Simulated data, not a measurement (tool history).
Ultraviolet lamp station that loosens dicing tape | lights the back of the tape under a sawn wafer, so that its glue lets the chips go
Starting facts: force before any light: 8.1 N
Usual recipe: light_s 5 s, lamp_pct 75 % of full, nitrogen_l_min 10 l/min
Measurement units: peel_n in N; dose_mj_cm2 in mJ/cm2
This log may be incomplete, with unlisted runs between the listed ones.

run,hour,light_s,lamp_pct,nitrogen_l_min,peel_n,dose_mj_cm2
1,0,5,75,10,1.271,224
2,12.6,5,75,10,1.206,222
3,28.3,5,75,3,2.759,219
4,38.8,5,75,3,2.668,219
5,51.4,5,75,3,2.643,220
6,63.2,5,75,3,2.724,216
7,75.3,7,75,10,0.698,304
8,90.8,4,75,10,1.968,169
9,101.5,4,75,10,1.98,168
10,117.4,4,75,10,1.934,163
11,127.4,3,75,12,2.661,126
12,142,2,76,12,3.695,84
13,150.5,5,76,8,1.625,207
14,166,10,92,10,0.206,500

For run 15, what comes out?
15,177.6,4,95,15,?,?

peel_n: 1.095 N
dose_mj_cm2: 204 mJ/cm2
If the tool had no hidden condition, the same run with the same run-to-run variation would have returned peel_n 0.629 N, dose_mj_cm2 265 mJ/cm2.
